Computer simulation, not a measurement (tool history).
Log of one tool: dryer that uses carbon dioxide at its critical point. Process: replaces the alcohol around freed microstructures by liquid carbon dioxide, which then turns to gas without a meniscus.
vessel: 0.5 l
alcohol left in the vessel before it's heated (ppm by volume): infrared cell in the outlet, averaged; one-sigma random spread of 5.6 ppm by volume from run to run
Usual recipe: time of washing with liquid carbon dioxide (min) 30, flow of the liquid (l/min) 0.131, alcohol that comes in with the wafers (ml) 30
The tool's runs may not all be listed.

run   hour  time of washing with liquid carbon dioxide (min)  flow of the liquid (l/min)  alcohol that comes in with the wafers (ml)  alcohol left in the vessel before it's heated (ppm by volume)
  1      0                                                30                       0.131                                          30                                                            201
  2   42.2                                                23                       0.131                                          30                                                            769
  3   88.3                                                21                       0.131                                          30                                                           1204
  4  124.6                                                21                       0.131                                          30                                                           1212
  5  160.6                                                30                       0.131                                          38                                                            323
  6    196                                                30                       0.131                                          38                                                            324
  7  239.6                                                30                       0.131                                          64                                                            566
  8  279.6                                                30                       0.131                                          64                                                            602
  9  315.1                                                30                       0.131                                          64                                                            653
 10    344                                                30                       0.131                                          64                                                            666
 11  369.5                                                30                       0.131                                          64                                                            687
 12  394.6                                                30                       0.131                                          30                                                            359
 13  435.2                                                30                       0.131                                          30                                                            369
 14  465.6                                                30                       0.131                                          42                                                            527
 15  502.1                                                30                       0.131                                          42                                                            541
 16  525.5                                                30                       0.144                                          30                                                            285
 17  559.7                                                30                       0.131                                          30                                                            449
 18    588                                                30                       0.131                                          30                                                            450
 19  634.8                                                21                       0.131                                          30                                                           1920
 20    658                                                38                       0.162                                          30                                                             95
 21  679.3                                                30                       0.193                                          30                                                            121
 22  720.5                                                19                       0.203                                          30                                                            601
     734.3  -- inlet filter changed
 23  767.1                                                36                       0.155                                          41                                                             98
 24  805.8                                                36                       0.155                                          41                                                            103
 25  831.5                                                46                       0.131                                          30                                                             96
 26  873.9                                                27                       0.131                                          25                                                            389
 27  908.3                                                30                       0.108                                          23                                                            523
 28  949.8                                                20                       0.174                                          33                                                            573
 29  977.3                                                20                       0.174                                          33                                                            576

Run 30, settings as shown, results not yet in. Your forecast:
 30  1020                                                20                       0.174                                          33                                                              ?

alcohol left in the vessel before it's heated (ppm by volume): 618
Without the tool's hidden state the same run would have given alcohol left in the vessel before it's heated (ppm by volume) 382.

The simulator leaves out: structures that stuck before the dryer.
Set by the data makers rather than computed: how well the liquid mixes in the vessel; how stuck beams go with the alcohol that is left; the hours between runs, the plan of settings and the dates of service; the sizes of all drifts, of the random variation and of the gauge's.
